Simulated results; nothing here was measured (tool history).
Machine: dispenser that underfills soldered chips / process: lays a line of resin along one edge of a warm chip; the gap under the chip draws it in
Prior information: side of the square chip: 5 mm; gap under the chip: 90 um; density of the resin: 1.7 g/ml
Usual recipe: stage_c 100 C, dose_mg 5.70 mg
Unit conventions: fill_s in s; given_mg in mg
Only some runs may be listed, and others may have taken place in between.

| run | day | stage_c | dose_mg | fill_s | given_mg |
|---|---|---|---|---|---|
| 1 | 0.000 | 100 | 5.70 | 15.8 | 5.46 |
| 2 | 0.267 | 100 | 5.70 | 18.7 | 5.44 |
| 3 | 0.400 | 104 | 5.70 | 16.6 | 5.46 |
|  | 0.454 | new syringe of resin |
| 4 | 0.592 | 104 | 5.70 | 12.7 | 5.39 |
| 5 | 0.767 | 104 | 5.70 | 14.1 | 5.37 |
| 6 | 1.004 | 104 | 5.70 | 15.1 | 5.39 |
| 7 | 1.142 | 104 | 5.70 | 16.8 | 5.40 |
|  | 1.167 | new syringe of resin |
| 8 | 1.467 | 100 | 5.70 | 16.1 | 5.32 |
| 9 | 1.775 | 100 | 5.70 | 18.7 | 5.26 |
|  | 1.888 | new syringe of resin |
| 10 | 2.021 | 100 | 5.70 | 14.5 | 5.27 |
| 11 | 2.167 | 100 | 5.70 | 15.7 | 5.38 |
| 12 | 2.379 | 100 | 5.70 | 17.5 | 5.34 |
|  | 2.600 | new syringe of resin |
| 13 | 2.608 | 100 | 5.70 | 13.9 | 5.29 |
| 14 | 2.754 | 96 | 5.70 | 17.3 | 5.27 |
| 15 | 2.938 | 114 | 5.42 | 10.1 | 5.06 |
|  | 3.012 | dispensing valve cleaned and set on the balance |
| 16 | 3.267 | 114 | 5.42 | 10.8 | 5.39 |
|  | 3.358 | new syringe of resin |
| 17 | 3.462 | 114 | 5.42 | 8.9 | 5.35 |
| 18 | 3.621 | 109 | 5.42 | 11.2 | 5.24 |
| 19 | 3.754 | 95 | 4.99 | 21.0 | 4.91 |
| 20 | 3.975 | 95 | 4.99 | 23.6 | 4.89 |
|  | 4.062 | new syringe of resin |
| 21 | 4.188 | 95 | 4.99 | 18.8 | 4.86 |
| 22 | 4.471 | 95 | 4.99 | 21.8 | 4.83 |

Predict each of these 3 candidate next runs independently; none follows another, all start after run 22:
| A | 4.717 | 100 | 5.12 | ? | ? |
| B | 4.717 | 96 | 5.73 | ? | ? |
| C | 4.717 | 100 | 6.30 | ? | ? |

| run | fill_s | given_mg |
|---|---|---|
| A | 19.7 | 4.99 |
| B | 22.3 | 5.60 |
| C | 18.7 | 6.12 |
Take away the tool's hidden state, keep each run's random variation, and the runs would have read:
| run | fill_s | given_mg |
|---|---|---|
| A | 14.3 | 5.12 |
| B | 16.2 | 5.75 |
| C | 13.6 | 6.28 |
